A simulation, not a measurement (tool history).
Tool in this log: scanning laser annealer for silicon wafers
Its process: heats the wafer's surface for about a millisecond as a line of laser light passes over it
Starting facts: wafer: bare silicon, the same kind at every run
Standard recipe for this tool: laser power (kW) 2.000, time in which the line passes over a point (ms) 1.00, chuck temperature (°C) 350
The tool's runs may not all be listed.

run	day	laser power (kW)	time in which the line passes over a point (ms)	chuck temperature (°C)	highest temperature of the surface (°C)
1	0.000	2.000	1.00	350	1121
2	1.542	2.000	1.00	341	1110
3	3.717	2.000	1.00	341	1107
4	4.842	2.000	1.00	341	1109
5	5.883	2.000	1.00	341	1108
6	7.812	2.000	1.00	341	1106
7	9.504	2.000	1.00	341	1109
8	11.333	1.754	1.00	350	1033
9	12.379	1.754	1.00	350	1028
10	13.617	1.754	1.00	350	1028
# day 14.762: window over the wafer cleaned
11	14.821	1.754	0.86	350	988
12	15.871	1.754	0.86	333	969
13	17.592	2.000	1.00	350	1121
14	19.129	2.000	1.19	350	1183
15	21.146	2.023	1.00	350	1124
16	22.221	2.023	1.00	350	1127
17	23.454	2.023	1.00	350	1127
18	24.600	2.023	1.00	350	1129
19	26.242	2.000	1.00	350	1120
20	27.433	2.000	1.00	350	1115
21	29.600	2.000	1.00	350	1120
22	31.875	2.072	1.00	334	1127
23	33.133	1.850	1.16	330	1094
24	34.958	2.134	1.10	354	1209
25	36.875	2.000	1.00	356	1125
26	38.983	1.872	0.73	386	1009
27	40.825	2.083	0.72	386	1072
28	42.829	2.083	0.72	386	1073
29	44.333	2.000	1.00	353	1124
# day 44.750: optics aligned, line set to its width
30	46.525	2.000	1.00	353	1119

The next listed run, before its measurement:
31	47.812	2.000	1.00	353	?

highest temperature of the surface (°C): 1122
Take away the tool's hidden state, keep the run-to-run variation as it was, and the same run would have given highest temperature of the surface (°C) 1122.
